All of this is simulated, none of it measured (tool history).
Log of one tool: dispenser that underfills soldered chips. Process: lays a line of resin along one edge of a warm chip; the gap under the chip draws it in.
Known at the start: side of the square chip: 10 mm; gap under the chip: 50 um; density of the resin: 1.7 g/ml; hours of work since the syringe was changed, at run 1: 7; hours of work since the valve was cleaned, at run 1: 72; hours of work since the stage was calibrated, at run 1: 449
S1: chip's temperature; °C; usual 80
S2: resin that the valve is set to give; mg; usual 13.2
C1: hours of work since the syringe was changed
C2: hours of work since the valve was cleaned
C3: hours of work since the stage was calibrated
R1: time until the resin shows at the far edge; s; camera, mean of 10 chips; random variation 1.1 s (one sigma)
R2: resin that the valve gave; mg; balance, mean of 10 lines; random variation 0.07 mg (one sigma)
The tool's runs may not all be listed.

Run 1, hour 0: usual settings; C1 7; C2 72; C3 449. Result: R1 164.5 s, R2 12.63 mg.
At hour 3.6: new syringe of resin.
Run 2, hour 12.1: usual settings; C1 6; C2 80; C3 458. Result: R1 157.4 s, R2 12.46 mg.
At hour 16.4: new syringe of resin.
Run 3, hour 20.6: usual settings; C1 3; C2 86; C3 464. Result: R1 127.4 s, R2 12.38 mg.
At hour 29.2: new syringe of resin.
Run 4, hour 29.2: usual settings; C1 0; C2 92; C3 470. Result: R1 98.4 s, R2 12.45 mg.
Run 5, hour 37: usual settings; C1 6; C2 98; C3 475. Result: R1 147 s, R2 12.42 mg.
At hour 42.4: new syringe of resin.
Run 6, hour 49.6: usual settings but S1 77 °C; C1 5; C2 107; C3 484. Result: R1 162.7 s, R2 12.24 mg.
At hour 55.4: new syringe of resin.
Run 7, hour 57.7: usual settings but S1 70 °C; C1 2; C2 112; C3 490. Result: R1 169.7 s, R2 12.21 mg.
At hour 68.1: new syringe of resin.
Run 8, hour 69.3: usual settings; C1 1; C2 121; C3 498. Result: R1 105.8 s, R2 12.14 mg.
Run 9, hour 79.1: usual settings but S2 16.5 mg; C1 8; C2 128; C3 505. Result: R1 171.5 s, R2 15.24 mg.
At hour 81.9: new syringe of resin.
Run 10, hour 88: usual settings; C1 4; C2 134; C3 511. Result: R1 134.7 s, R2 12.07 mg.
At hour 94.8: new syringe of resin.
At hour 95.8: dispensing valve cleaned and set on the balance.
Run 11, hour 101.3: usual settings; C1 4; C2 4; C3 520. Result: R1 131.3 s, R2 13.26 mg.
At hour 108.6: new syringe of resin.
Run 12, hour 109.7: usual settings; C1 1; C2 10; C3 526. Result: R1 103.2 s, R2 13.22 mg.
At hour 121.7: new syringe of resin.
Run 13, hour 122.7: usual settings; C1 1; C2 19; C3 535. Result: R1 103.6 s, R2 13.12 mg.
Run 14, hour 130.2: usual settings; C1 6; C2 24; C3 540. Result: R1 152.4 s, R2 13.18 mg.
At hour 134.6: new syringe of resin.
Run 15, hour 142.4: usual settings but S1 81 °C, S2 14.7 mg; C1 6; C2 33; C3 549. Result: R1 144.2 s, R2 14.41 mg.
At hour 147.3: new syringe of resin.
Run 16, hour 155.4: usual settings but S1 81 °C, S2 14.7 mg; C1 6; C2 42; C3 558. Result: R1 144.3 s, R2 14.16 mg.
At hour 159.8: new syringe of resin.
Run 17, hour 166.4: usual settings but S1 81 °C, S2 14.7 mg; C1 5; C2 50; C3 566. Result: R1 132.9 s, R2 14.28 mg.
At hour 173.2: new syringe of resin.
Run 18, hour 175: usual settings but S2 15.7 mg; C1 1; C2 56; C3 572. Result: R1 104.2 s, R2 15.11 mg.
Run 19, hour 183.9: usual settings but S2 15.7 mg; C1 8; C2 62; C3 578. Result: R1 165.7 s, R2 15.1 mg.
At hour 185.7: new syringe of resin.
Run 20, hour 196.3: usual settings but S1 74 °C, S2 15.4 mg; C1 8; C2 71; C3 587. Result: R1 211.7 s, R2 14.57 mg.
At hour 199.1: new syringe of resin.
Run 21, hour 208.2: usual settings but S1 85 °C, S2 16.6 mg; C1 7; C2 79; C3 595. Result: R1 125.3 s, R2 15.84 mg.
At hour 212: new syringe of resin.
Run 22, hour 217: usual settings but S1 69 °C, S2 12.8 mg; C1 4; C2 86; C3 601. Result: R1 202.4 s, R2 12.18 mg.
At hour 225.2: new syringe of resin.
Run 23, hour 225.4: usual settings but S1 94 °C, S2 14.7 mg; C1 0; C2 91; C3 607. Result: R1 59 s, R2 13.84 mg.
Run 24, hour 236.6: usual settings but S1 94 °C, S2 14.7 mg; C1 8; C2 100; C3 615. Result: R1 107.8 s, R2 13.6 mg.
At hour 238.3: new syringe of resin.
At hour 250.8: new syringe of resin.
Run 25, hour 254.4: usual settings but S2 16.2 mg; C1 3; C2 112; C3 628. Result: R1 117.5 s, R2 15.1 mg.
At hour 263.3: new syringe of resin.
Run 26, hour 264.9: usual settings but S1 93 °C, S2 15.4 mg; C1 1; C2 119; C3 635. Result: R1 65.8 s, R2 14.27 mg.
At hour 276.9: new syringe of resin.
Run 27, hour 282.3: usual settings but S1 93 °C, S2 15.4 mg; C1 4; C2 132; C3 647. Result: R1 75.7 s, R2 14.18 mg.

4 ways to go on from here, each from the tool as it stands after run 27. What would each give?
At hour 289.5: new syringe of resin.
At hour 292.8: dispensing valve cleaned and set on the balance.
Run A, hour 297: usual settings but S1 72 °C, S2 15.4 mg; C1 5; C2 3; C3 657. Result: R1 ?, R2 ?.
At hour 289.5: new syringe of resin.
At hour 292.8: dispensing valve cleaned and set on the balance.
Run B, hour 297: usual settings but S1 72 °C, S2 12.4 mg; C1 5; C2 3; C3 657. Result: R1 ?, R2 ?.
At hour 289.5: new syringe of resin.
At hour 292.8: dispensing valve cleaned and set on the balance.
Run C, hour 297: usual settings but S1 91 °C, S2 12.1 mg; C1 5; C2 3; C3 657. Result: R1 ?, R2 ?.
At hour 289.5: new syringe of resin.
At hour 292.8: dispensing valve cleaned and set on the balance.
Run D, hour 297: usual settings but S2 14 mg; C1 5; C2 3; C3 657. Result: R1 ?, R2 ?.

run     R1     R2
  A  184.4  15.31
  B  188.5  12.42
  C   90.9   12.1
  D  134.2  14.03
Without the tool's hidden state the same runs would have given:
run     R1     R2
  A  148.7  15.35
  B  151.9  12.45
  C   72.3  12.13
  D  107.6  14.07
